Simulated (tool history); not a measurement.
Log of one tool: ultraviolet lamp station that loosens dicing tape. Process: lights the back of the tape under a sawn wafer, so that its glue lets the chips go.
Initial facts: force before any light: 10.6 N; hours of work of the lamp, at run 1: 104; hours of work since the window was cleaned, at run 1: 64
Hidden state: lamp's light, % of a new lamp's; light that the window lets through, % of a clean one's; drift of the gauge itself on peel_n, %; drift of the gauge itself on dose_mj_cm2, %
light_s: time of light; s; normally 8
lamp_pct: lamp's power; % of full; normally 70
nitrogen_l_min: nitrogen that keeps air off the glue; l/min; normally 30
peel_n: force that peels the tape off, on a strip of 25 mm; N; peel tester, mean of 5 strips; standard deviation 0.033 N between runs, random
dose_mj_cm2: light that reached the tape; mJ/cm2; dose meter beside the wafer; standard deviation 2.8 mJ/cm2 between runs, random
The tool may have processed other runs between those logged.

run   hour  light_s  lamp_pct  nitrogen_l_min  hours of work of the lamp  hours of work since the window was cleaned  peel_n  dose_mj_cm2
  1    0.0        8        70              30                        104                                          64   1.669          394
  2   27.7        8        70              30                        116                                          76   1.634          393
  3   58.0        6        70              30                        130                                          90   2.478          299
  4   78.6        6        70              30                        139                                          99   2.474          296
  5   97.5        8        70              30                        148                                         108   1.656          394
  6  126.8        8        70              30                        161                                         121   1.584          395
  7  150.1        8        70              40                        172                                         132   1.347          396
  8  171.6        8        70              40                        182                                         142   1.313          397
  9  198.6        8        70              40                        194                                         154   1.331          393
 10  226.5        8        70              40                        207                                         167   1.317          394
 11  251.5        8        70              40                        218                                         178   1.330          395
 12  279.3        8        87              30                        231                                         191   1.033          490
 13  306.5        7        87              30                        243                                         203   1.341          427
 14  331.5        7        87              10                        254                                         214   2.703          431
 15  362.4        7        74              10                        268                                         229   3.408          364
 16  381.1        6        70              30                        277                                         237   2.505          298
     395.4  -- window cleaned of glue's vapour
 17  405.7        8        70              30                        288                                           5   1.606          397
 18  433.0        8        70              36                        300                                          17   1.422          393
 19  463.4        8        70              36                        314                                          31   1.491          397
 20  492.6        8        85              30                        327                                          44   1.123          478
 21  520.4        8        85              30                        340                                          57   1.156          475
 22  535.4        8        85              30                        347                                          64   1.125          477
 23  558.5        5        70              18                        357                                          74   3.844          249
 24  576.6        5        70              18                        366                                          82   3.901          243
 25  596.5       16        67              33                        375                                          92   0.418          751
 26  623.4       16        65              33                        387                                         104   0.470          734
 27  652.0       16        65              33                        400                                         117   0.448          731
 28  672.4        5        60              27                        409                                         126   3.749          214
 29  693.5        8        63              34                        419                                         136   1.788          355
 30  711.2        6        92              18                        427                                         144   2.342          394
 31  725.6        6        92              37                        434                                         150   1.430          390
 32  741.3        9        70              30                        441                                         157   1.296          447
 33  762.1       14        77              35                        450                                         167   0.407          767
 34  780.2        8        70              16                        458                                         175   2.340          390
 35  805.4        8        70              16                        470                                         187   2.368          391
 36  817.9        9        94              28                        476                                         192   0.798          593
 37  830.9       12        87              18                        482                                         198   0.732          729
 38  852.1       12        87              18                        491                                         208   0.705          736
 39  871.1        6        76              30                        500                                         217   2.278          316
 40  893.7       10        70              11                        510                                         227   2.171          498
 41  914.4       10        70              11                        519                                         236   2.107          491
     931.9  -- window cleaned of glue's vapour
 42  939.2        6        81              12                        531                                           3   3.220          344
 43  954.2        6        82              16                        537                                          10   2.740          348

Here are 4 independent what-if runs from the current tool condition. What would each one return?
  A  976.5        8        99              30                        548                                          20       ?            ?
  B  976.5        6        82              56                        548                                          20       ?            ?
  C  976.5       15        76              17                        548                                          20       ?            ?
  D  976.5       14        82              16                        548                                          20       ?            ?

run  peel_n  dose_mj_cm2
  A   0.826          555
  B   1.388          347
  C   0.616          799
  D   0.646          813
Had the tool no hidden state, the same runs would have come out as:
run  peel_n  dose_mj_cm2
  A   0.825          556
  B   1.385          347
  C   0.615          800
  D   0.645          813
